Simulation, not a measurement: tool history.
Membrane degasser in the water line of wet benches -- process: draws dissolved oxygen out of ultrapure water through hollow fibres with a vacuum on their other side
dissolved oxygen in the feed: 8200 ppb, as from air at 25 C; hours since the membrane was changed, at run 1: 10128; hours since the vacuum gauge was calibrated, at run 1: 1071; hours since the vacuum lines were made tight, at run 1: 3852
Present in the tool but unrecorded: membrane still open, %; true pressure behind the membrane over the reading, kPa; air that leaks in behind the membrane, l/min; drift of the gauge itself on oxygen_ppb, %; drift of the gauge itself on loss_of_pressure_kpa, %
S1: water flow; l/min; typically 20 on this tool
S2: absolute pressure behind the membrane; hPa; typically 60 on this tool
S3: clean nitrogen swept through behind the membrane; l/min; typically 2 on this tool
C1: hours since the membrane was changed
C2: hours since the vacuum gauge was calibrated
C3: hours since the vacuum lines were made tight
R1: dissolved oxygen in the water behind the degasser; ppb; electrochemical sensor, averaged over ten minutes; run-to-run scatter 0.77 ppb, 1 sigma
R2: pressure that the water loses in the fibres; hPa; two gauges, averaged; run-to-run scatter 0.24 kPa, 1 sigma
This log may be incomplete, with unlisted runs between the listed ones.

run      day  S1     S2    S3     C1    C2    C3     R1      R2
  1        0  20     60     2  10128  1071  3852   76.7   697.2
  2    8.008  20     60     2  10320  1263  4044   76.9   699.8
  3   16.162  20     60     2  10516  1459  4239   78.5   700.7
  4   25.371  12     60     2  10737  1680  4460   45.4   420.4
  5   35.712  12     60     2  10985  1928  4709   46.6     423
  6   47.021  12     60     2  11257  2200  4980   44.6   421.1
  7   53.329  12     60  2.99  11408  2351  5131   31.5   422.6
  8     60.3  20     60     2  11575  2518  5299   80.3   705.9
      61.517  -- vacuum gauge calibrated
  9   70.275  20     60     2  11814   210  5538   82.6     706
 10    80.05  20     60  1.55  12049   445  5772  101.5   708.2
 11   89.662  20     60  1.55  12280   676  6003  102.8   714.5
 12     95.7  20     60  4.97  12424   820  6148   40.9   713.9
 13  104.458  29  123.9  3.15  12635  1031  6358  229.8  1032.9
 14    114.1  29  106.5  1.68  12866  1262  6589  325.4  1034.1
       118.8  -- seals of the vacuum lines changed
 15  121.662  15     60     2  13045  1441    69   60.4   535.1
 16  130.254  20   49.3  3.24  13252  1648   275   41.6   717.1
 17  137.896  15  120.5  5.93  13435  1831   458     62     540
     140.562  -- vacuum gauge calibrated, once more
 18    145.5  15  120.5  5.93  13617   118   640   59.4   543.9
     154.508  -- membrane cartridge changed
 19  156.154  16  124.6     2     40   370   892  174.8   510.8
 20  163.608  16     60  1.65    218   549  1071   66.7   512.3
 21  169.975  17    133  4.15    371   702  1224    105     549
 22    178.4  17     60  5.83    573   904  1426   23.4   544.1
 23  188.508  17     60  5.83    816  1147  1668   24.1   542.9
 24  196.842  28     60  5.09   1016  1347  1868   51.8   902.3

Branching from run 24: 5 alternative next runs. What would each branch give?
  A  206.758  25   98.7  3.25  1254  1585  2106   ?   ?
  B  206.758  16   50.7  0.87  1254  1585  2106   ?   ?
  C  206.758  24  100.6  0.89  1254  1585  2106   ?   ?
  D  206.758  28     81  5.09  1254  1585  2106   ?   ?
  E  206.758  28     60   0.9  1254  1585  2106   ?   ?

run     R1     R2
  A  133.7  811.2
  B   81.1    521
  C  395.6  776.6
  D     79    910
  E  197.3  905.3
The same runs, with their run-to-run variation unchanged, on a tool lacking any hidden condition would have given:
run     R1     R2
  A  131.7  803.5
  B   79.3  516.1
  C  392.4  769.2
  D   77.4  901.3
  E  194.6  896.7

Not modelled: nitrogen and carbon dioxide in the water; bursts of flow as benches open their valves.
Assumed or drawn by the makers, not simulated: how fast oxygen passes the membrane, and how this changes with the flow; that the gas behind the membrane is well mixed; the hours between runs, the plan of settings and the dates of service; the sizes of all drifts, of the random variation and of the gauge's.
